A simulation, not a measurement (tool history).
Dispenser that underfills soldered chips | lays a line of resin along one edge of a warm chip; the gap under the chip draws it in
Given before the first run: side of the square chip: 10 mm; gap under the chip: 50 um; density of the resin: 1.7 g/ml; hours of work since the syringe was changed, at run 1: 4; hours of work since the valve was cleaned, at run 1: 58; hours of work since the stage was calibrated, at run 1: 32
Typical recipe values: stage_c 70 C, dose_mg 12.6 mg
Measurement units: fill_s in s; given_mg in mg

run	hour	stage_c	dose_mg	hours of work since the syringe was changed	hours of work since the valve was cleaned	hours of work since the stage was calibrated	fill_s	given_mg
1	0.0	70	12.6	4	58	32	170.2	11.91
# hour 2.2: new syringe of resin
2	5.3	70	12.6	2	62	36	154.0	11.89
3	9.1	70	12.6	5	64	38	171.1	11.73
# hour 10.2: new syringe of resin
4	12.4	70	12.6	2	66	41	150.9	11.84
5	17.5	76	12.6	5	70	44	142.3	11.73
# hour 18.2: new syringe of resin
6	21.9	72	12.6	3	73	47	141.5	11.76
7	24.4	72	12.6	4	75	49	157.6	11.71
# hour 26.1: new syringe of resin
8	29.5	72	12.6	2	78	52	144.7	11.83
9	32.1	70	10.8	4	80	54	173.2	10.03
# hour 34.1: new syringe of resin
10	36.8	70	10.8	2	83	57	160.7	9.97
11	40.1	57	11.5	4	86	60	280.3	10.56
# hour 41.9: dispensing valve cleaned and set on the balance
# hour 43.0: new syringe of resin
12	45.9	83	13.3	2	3	63	95.6	13.15
13	48.3	83	13.3	4	4	65	102.1	13.16
# hour 50.8: new syringe of resin
14	53.6	83	13.3	2	8	68	97.2	13.22
15	56.5	83	13.3	4	10	70	106.6	13.06
# hour 58.6: new syringe of resin
16	61.5	83	13.3	2	13	74	95.0	12.96
# hour 66.8: new syringe of resin
17	67.5	63	15.7	0	17	78	173.5	15.48

Difference, measured minus no-hidden-state, one row per run. Run-to-run variation is common to both terms; the gauge's own scatter need not be:
The hidden state here: resin's viscosity, % of fresh resin's; dose that the valve gives, % of what is set; true chip temperature over the reading, C; drift of the gauge itself on fill_s, %; drift of the gauge itself on given_mg, %.
run	fill_s	given_mg
1	+30.4	-0.65
2	+14.7	-0.69
3	+34.0	-0.72
4	+11.5	-0.75
5	+30.4	-0.79
6	+16.1	-0.83
7	+28.8	-0.84
8	+14.3	-0.89
9	+31.7	-0.78
10	+14.6	-0.80
11	+49.5	-0.89
12	+6.6	-0.04
13	+14.1	-0.07
14	+8.5	-0.11
15	+17.9	-0.14
16	+7.9	-0.18
17	+0.4	-0.27
